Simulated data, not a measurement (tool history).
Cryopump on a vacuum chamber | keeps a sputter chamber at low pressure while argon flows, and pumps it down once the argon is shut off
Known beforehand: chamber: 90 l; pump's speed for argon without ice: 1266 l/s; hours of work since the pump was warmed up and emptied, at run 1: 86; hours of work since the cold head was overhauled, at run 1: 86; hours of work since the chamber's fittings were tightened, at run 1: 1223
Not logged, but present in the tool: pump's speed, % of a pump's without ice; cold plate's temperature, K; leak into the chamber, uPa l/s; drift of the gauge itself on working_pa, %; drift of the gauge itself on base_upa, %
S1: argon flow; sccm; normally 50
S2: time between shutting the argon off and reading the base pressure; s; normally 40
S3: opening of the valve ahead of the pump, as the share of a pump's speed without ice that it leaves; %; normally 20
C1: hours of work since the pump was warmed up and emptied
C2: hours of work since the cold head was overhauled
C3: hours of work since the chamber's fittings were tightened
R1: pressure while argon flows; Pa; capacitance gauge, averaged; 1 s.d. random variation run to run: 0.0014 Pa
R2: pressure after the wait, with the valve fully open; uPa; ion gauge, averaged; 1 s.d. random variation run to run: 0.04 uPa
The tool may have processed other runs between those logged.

run	hour	S1	S2	S3	C1	C2	C3	R1	R2
1	0.0	50	40	20	86	86	1223	0.3358	3.38
2	10.3	50	40	38	91	91	1227	0.1802	3.42
3	21.7	50	40	20	96	96	1232	0.3372	3.52
4	34.6	50	46	20	101	101	1238	0.3388	3.12
5	41.5	50	46	20	104	104	1241	0.3397	3.16
6	56.3	50	46	20	111	111	1248	0.3413	3.24
7	71.5	50	40	20	118	118	1254	0.3412	3.44
8	84.5	50	46	20	123	123	1260	0.3388	3.17
9	92.4	50	46	20	127	127	1264	0.3403	3.25
10	102.5	50	46	20	132	132	1268	0.3418	3.24
11	116.1	50	40	20	138	138	1274	0.3412	3.61
12	128.9	50	40	20	143	143	1280	0.3412	3.57
13	137.9	50	40	20	147	147	1284	0.3411	3.46
14	147.6	50	40	20	151	151	1288	0.3394	3.48
15	161.8	50	40	20	158	158	1294	0.3403	3.57
16	172.1	50	40	30	162	162	1299	0.2316	3.53
17	179.5	50	40	30	166	166	1302	0.2316	3.61
18	186.2	50	40	30	169	169	1305	0.2314	3.52
19	199.7	79	119	24	175	175	1311	0.4526	2.24
20	212.6	73	163	48	180	180	1317	0.2167	1.97
21	219.9	73	163	48	184	184	1320	0.2181	2.03
22	233.7	73	163	48	190	190	1326	0.2178	1.98
23	245.4	50	22	20	195	195	1331	0.3425	5.42
24	253.1	50	40	22	198	198	1335	0.3142	3.65
25	261.7	43	40	38	202	202	1339	0.1601	3.74
26	274.7	52	188	38	208	208	1344	0.1942	2.06
27	289.2	44	64	20	214	214	1351	0.3033	2.94
28	300.9	44	64	20	220	220	1356	0.3060	2.87
29	311.8	67	64	41	224	224	1361	0.2323	2.98
30	326.5	67	53	53	231	231	1367	0.1847	3.17
31	340.8	57	98	15	237	237	1374	0.5212	2.50
32	352.8	87	58	20	243	243	1379	0.6049	3.00
33	361.3	87	58	20	246	246	1383	0.6029	3.11

For some of the steps in R1 from one run to the next: how much would appear even if the tool had no hidden state, given the settings, what came in and random variation, and how much remains for the hidden state plus any gauge scatter that the measured result and the result without hidden state don't share?
Run 18 -> 19: S1 50 -> 79, S2 40 -> 119, S3 30 -> 24. R1 +0.2212 Pa: hidden state +0.0057, all else +0.2155.
Run 19 -> 20: S1 79 -> 73, S2 119 -> 163, S3 24 -> 48. R1 -0.2359 Pa: hidden state -0.0006, all else -0.2353.
Run 28 -> 29: S1 44 -> 67, S3 20 -> 41. R1 -0.0737 Pa: hidden state +0.0055, all else -0.0792.
Run 30 -> 31: S1 67 -> 57, S2 53 -> 98, S3 53 -> 15. R1 +0.3365 Pa: hidden state -0.0020, all else +0.3385.
Run 31 -> 32: S1 57 -> 87, S2 98 -> 58, S3 15 -> 20. R1 +0.0837 Pa: hidden state +0.0083, all else +0.0754.
